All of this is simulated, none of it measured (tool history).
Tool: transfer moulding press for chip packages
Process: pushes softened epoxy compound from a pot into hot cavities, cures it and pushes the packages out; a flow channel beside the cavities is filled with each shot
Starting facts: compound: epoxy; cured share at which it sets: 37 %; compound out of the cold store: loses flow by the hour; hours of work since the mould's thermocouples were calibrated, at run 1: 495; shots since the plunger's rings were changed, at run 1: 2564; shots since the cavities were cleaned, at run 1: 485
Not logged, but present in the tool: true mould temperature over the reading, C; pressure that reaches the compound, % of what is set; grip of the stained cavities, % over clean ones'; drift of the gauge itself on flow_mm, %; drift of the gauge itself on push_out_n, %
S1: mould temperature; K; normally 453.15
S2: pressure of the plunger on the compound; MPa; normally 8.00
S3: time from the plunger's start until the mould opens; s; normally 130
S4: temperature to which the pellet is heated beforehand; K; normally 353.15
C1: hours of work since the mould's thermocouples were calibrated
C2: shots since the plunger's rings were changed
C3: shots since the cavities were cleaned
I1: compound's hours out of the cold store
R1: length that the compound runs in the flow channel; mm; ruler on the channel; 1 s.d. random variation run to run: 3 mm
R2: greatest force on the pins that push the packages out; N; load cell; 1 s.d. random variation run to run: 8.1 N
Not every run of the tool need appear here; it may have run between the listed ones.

run     day      S1    S2   S3      S4   C1    C2   C3    I1   R1   R2
  1   0.000  453.15  8.00  130  353.15  495  2564  485  10.8  689  361
      0.679  -- cavities cleaned with cleaning compound and waxed
  2   1.008  453.15  9.59  130  353.15  512  2812   85  41.2  626  338
  3   1.400  453.15  9.59  130  353.15  519  2915  188   9.4  757  372
  4   2.312  453.15  7.61  130  353.15  535  3155  428  38.4  568  366
  5   2.879  453.15  7.61  130  353.15  546  3303  576  28.4  604  369
      3.242  -- cavities cleaned with cleaning compound and waxed
  6   3.421  453.15  7.61  130  353.15  554  3429   47  47.7  537  354
  7   4.204  453.15  8.99  130  353.15  568  3634  252  22.6  679  360
  8   5.025  453.15  8.99  130  353.15  583  3849  467  30.0  649  365
  9   5.442  453.15  8.99  130  353.15  591  3959  577  38.1  621  356
      5.758  -- cavities cleaned with cleaning compound and waxed
      6.296  -- plunger's sealing rings changed
 10   6.504  453.15  8.99  130  353.15  607    55  168  39.1  615  348
 11   7.354  453.15  8.99  130  353.15  622   278  391  31.2  652  347
 12   8.267  453.15  8.99  130  353.15  638   517  630  14.1  715  363
      8.375  -- cavities cleaned with cleaning compound and waxed
 13   8.983  453.15  8.99  130  353.15  650   689  160  14.9  714  349
 14   9.783  453.15  8.99  130  353.15  664   898  369  18.8  695  356
 15  10.754  453.15  9.28  130  362.15  682  1153  624  35.2  643  365
     10.904  -- cavities cleaned with cleaning compound and waxed
 16  11.750  453.15  9.28  130  362.15  699  1397  221  24.3  681  350
 17  12.679  453.15  6.43  119  353.15  715  1641  465  37.1  528  377
 18  13.104  452.15  6.43  119  353.15  723  1753  577  19.8  595  415
     13.421  -- cavities cleaned with cleaning compound and waxed
 19  14.125  460.15  6.85  118  348.15  740  2004  185  30.2  551  335
 20  14.908  453.15  8.79  133  351.15  754  2209  390  46.2  584  352
 21  15.429  453.15  8.79  133  351.15  764  2345  526  30.4  640  346
     15.958  -- cavities cleaned with cleaning compound and waxed
 22  16.154  453.15  6.86  130  355.15  775  2520   52  28.8  572  364
 23  16.767  453.15  6.86  130  353.15  787  2680  212  12.0  632  359
 24  17.204  453.15  6.86  130  353.15  794  2795  327  43.6  522  356
 25  18.038  459.15  6.86  130  350.15  809  3013  545  18.9  594  328
     18.462  -- cavities cleaned with cleaning compound and waxed
 26  18.788  450.15  8.00  130  353.15  822  3193   85  22.1  656  396
 27  19.400  453.15  9.64  115  345.15  833  3354  246  39.5  634  392
     19.954  -- mould's thermocouples calibrated
 28  20.054  453.15  9.64  115  345.15    2  3504  396  27.8  683  400

Across each entry between runs, compare the hidden state at the last listed run before it with the hidden state at the first listed run after it:
Run 1 -> run 2: cavities cleaned with cleaning compound and waxed (day 0.679)
  pressure that reaches the compound, % of what is set: 99.86 -> 99.85; grip of the stained cavities, % over clean ones': 1.5 -> 0.3
Run 5 -> run 6: cavities cleaned with cleaning compound and waxed (day 3.242)
  grip of the stained cavities, % over clean ones': 1.7 -> 0.2
Run 9 -> run 10: cavities cleaned with cleaning compound and waxed (day 5.758); plunger's sealing rings changed (day 6.296)
  pressure that reaches the compound, % of what is set: 99.79 -> 99.97; grip of the stained cavities, % over clean ones': 1.7 -> 0.7
Run 12 -> run 13: cavities cleaned with cleaning compound and waxed (day 8.375)
  true mould temperature over the reading, C: 0.02 -> 0.03; pressure that reaches the compound, % of what is set: 99.95 -> 99.94; grip of the stained cavities, % over clean ones': 1.8 -> 0.6
Run 15 -> run 16: cavities cleaned with cleaning compound and waxed (day 10.904)
  pressure that reaches the compound, % of what is set: 99.92 -> 99.91; grip of the stained cavities, % over clean ones': 1.8 -> 0.8
Run 18 -> run 19: cavities cleaned with cleaning compound and waxed (day 13.421)
  pressure that reaches the compound, % of what is set: 99.89 -> 99.88; grip of the stained cavities, % over clean ones': 1.7 -> 0.7
Run 21 -> run 22: cavities cleaned with cleaning compound and waxed (day 15.958)
  pressure that reaches the compound, % of what is set: 99.86 -> 99.85; grip of the stained cavities, % over clean ones': 1.6 -> 0.2
Run 25 -> run 26: cavities cleaned with cleaning compound and waxed (day 18.462)
  pressure that reaches the compound, % of what is set: 99.83 -> 99.82; grip of the stained cavities, % over clean ones': 1.6 -> 0.5
Run 27 -> run 28: mould's thermocouples calibrated (day 19.954)
  true mould temperature over the reading, C: 0.03 -> -0.01; grip of the stained cavities, % over clean ones': 1 -> 1.4
